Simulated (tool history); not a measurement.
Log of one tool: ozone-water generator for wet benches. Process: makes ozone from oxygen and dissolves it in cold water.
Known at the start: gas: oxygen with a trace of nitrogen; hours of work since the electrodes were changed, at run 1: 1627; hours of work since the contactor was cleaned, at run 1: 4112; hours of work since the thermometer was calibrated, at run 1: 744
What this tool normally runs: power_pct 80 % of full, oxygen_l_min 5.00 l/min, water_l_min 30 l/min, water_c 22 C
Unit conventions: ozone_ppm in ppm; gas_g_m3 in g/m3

| run | day | power_pct | oxygen_l_min | water_l_min | water_c | hours of work since the electrodes were changed | hours of work since the contactor was cleaned | hours of work since the thermometer was calibrated | ozone_ppm | gas_g_m3 |
|---|---|---|---|---|---|---|---|---|---|---|
| 1 | 0.000 | 80 | 5.00 | 30 | 22 | 1627 | 4112 | 744 | 14.7 | 177.3 |
| 2 | 1.925 | 80 | 5.00 | 30 | 22 | 1673 | 4157 | 789 | 14.6 | 177.3 |
| 3 | 4.875 | 48 | 5.00 | 30 | 22 | 1741 | 4226 | 858 | 9.7 | 115.9 |
| 4 | 6.788 | 48 | 5.00 | 30 | 22 | 1786 | 4271 | 903 | 9.7 | 116.0 |
| 5 | 9.542 | 48 | 5.00 | 30 | 22 | 1851 | 4335 | 967 | 9.8 | 115.4 |
| 6 | 10.958 | 47 | 5.00 | 30 | 22 | 1884 | 4369 | 1000 | 9.6 | 113.1 |
| 7 | 12.850 | 80 | 5.00 | 30 | 22 | 1928 | 4413 | 1045 | 14.6 | 176.6 |
| 8 | 15.250 | 80 | 5.00 | 30 | 23 | 1984 | 4469 | 1101 | 14.3 | 175.1 |
|  | 15.588 | contactor cleaned |
| 9 | 17.188 | 80 | 5.00 | 30 | 23 | 2025 | 37 | 1142 | 14.1 | 175.4 |
| 10 | 18.688 | 80 | 5.00 | 30 | 23 | 2061 | 73 | 1177 | 14.3 | 175.3 |
| 11 | 21.446 | 80 | 5.00 | 30 | 22 | 2125 | 137 | 1242 | 14.5 | 174.9 |
|  | 22.621 | contactor cleaned, once more |
| 12 | 23.508 | 80 | 5.00 | 30 | 22 | 2169 | 21 | 1286 | 15.1 | 176.7 |
| 13 | 26.417 | 80 | 5.00 | 30 | 22 | 2237 | 89 | 1354 | 14.9 | 173.8 |
| 14 | 28.496 | 80 | 5.00 | 30 | 22 | 2286 | 137 | 1403 | 15.3 | 174.8 |
| 15 | 30.671 | 80 | 5.00 | 30 | 22 | 2337 | 188 | 1454 | 14.8 | 173.0 |
| 16 | 33.433 | 57 | 3.58 | 30 | 27 | 2401 | 253 | 1518 | 10.5 | 163.3 |
| 17 | 35.562 | 61 | 3.58 | 19 | 27 | 2451 | 303 | 1568 | 16.2 | 171.7 |
| 18 | 38.446 | 52 | 4.13 | 47 | 19 | 2519 | 370 | 1635 | 7.1 | 137.2 |
| 19 | 40.754 | 52 | 4.13 | 47 | 19 | 2573 | 424 | 1689 | 7.1 | 136.8 |
| 20 | 43.729 | 74 | 6.44 | 30 | 17 | 2642 | 494 | 1759 | 14.7 | 139.7 |
| 21 | 45.125 | 55 | 3.31 | 30 | 17 | 2675 | 526 | 1792 | 11.3 | 166.5 |
| 22 | 47.150 | 55 | 7.98 | 23 | 15 | 2722 | 574 | 1839 | 14.6 | 94.5 |
| 23 | 49.129 | 80 | 3.34 | 30 | 22 | 2768 | 620 | 1885 | 14.6 | 221.0 |
| 24 | 51.396 | 80 | 3.34 | 30 | 22 | 2821 | 673 | 1938 | 14.6 | 221.4 |
| 25 | 52.762 | 80 | 3.34 | 30 | 22 | 2853 | 705 | 1970 | 14.5 | 220.3 |
| 26 | 54.458 | 89 | 5.37 | 22 | 22 | 2893 | 744 | 2010 | 20.1 | 179.9 |
| 27 | 56.175 | 58 | 2.74 | 33 | 29 | 2933 | 785 | 2050 | 9.2 | 190.4 |
| 28 | 57.750 | 58 | 8.98 | 37 | 29 | 2970 | 821 | 2087 | 8.7 | 92.5 |
| 29 | 60.033 | 80 | 8.50 | 23 | 22 | 3023 | 875 | 2140 | 16.9 | 122.7 |
| 30 | 61.412 | 80 | 5.00 | 30 | 18 | 3056 | 907 | 2172 | 15.5 | 168.8 |

Measured less the same run without the tool's hidden state. The same run-to-run variation is in both; the gauge's scatter may not be:
Hidden state at play: yield of the discharge, % of new electrodes'; contactor's efficiency, % of a clean one's; true water temperature over the reading, C; drift of the gauge itself on ozone_ppm, %; drift of the gauge itself on gas_g_m3, %.
| run | ozone_ppm | gas_g_m3 |
|---|---|---|
| 1 | -1.1 | -5.9 |
| 2 | -1.1 | -6.2 |
| 3 | -0.6 | -2.6 |
| 4 | -0.5 | -2.7 |
| 5 | -0.7 | -2.8 |
| 6 | -0.6 | -2.7 |
| 7 | -1.2 | -7.2 |
| 8 | -1.2 | -7.4 |
| 9 | -1.3 | -7.7 |
| 10 | -1.4 | -7.8 |
| 11 | -1.4 | -8.1 |
| 12 | -0.7 | -8.3 |
| 13 | -0.7 | -8.4 |
| 14 | -0.8 | -8.7 |
| 15 | -0.8 | -8.8 |
| 16 | -0.4 | -6.4 |
| 17 | -0.7 | -7.3 |
| 18 | -0.3 | -5.2 |
| 19 | -0.3 | -5.3 |
| 20 | -0.9 | -7.7 |
| 21 | -0.5 | -7.1 |
| 22 | -0.7 | -4.1 |
| 23 | -1.0 | -13.8 |
| 24 | -1.0 | -14.1 |
| 25 | -1.1 | -14.3 |
| 26 | -1.5 | -12.8 |
| 27 | -0.5 | -9.6 |
| 28 | -0.5 | -4.7 |
| 29 | -1.3 | -8.5 |
| 30 | -1.2 | -11.8 |
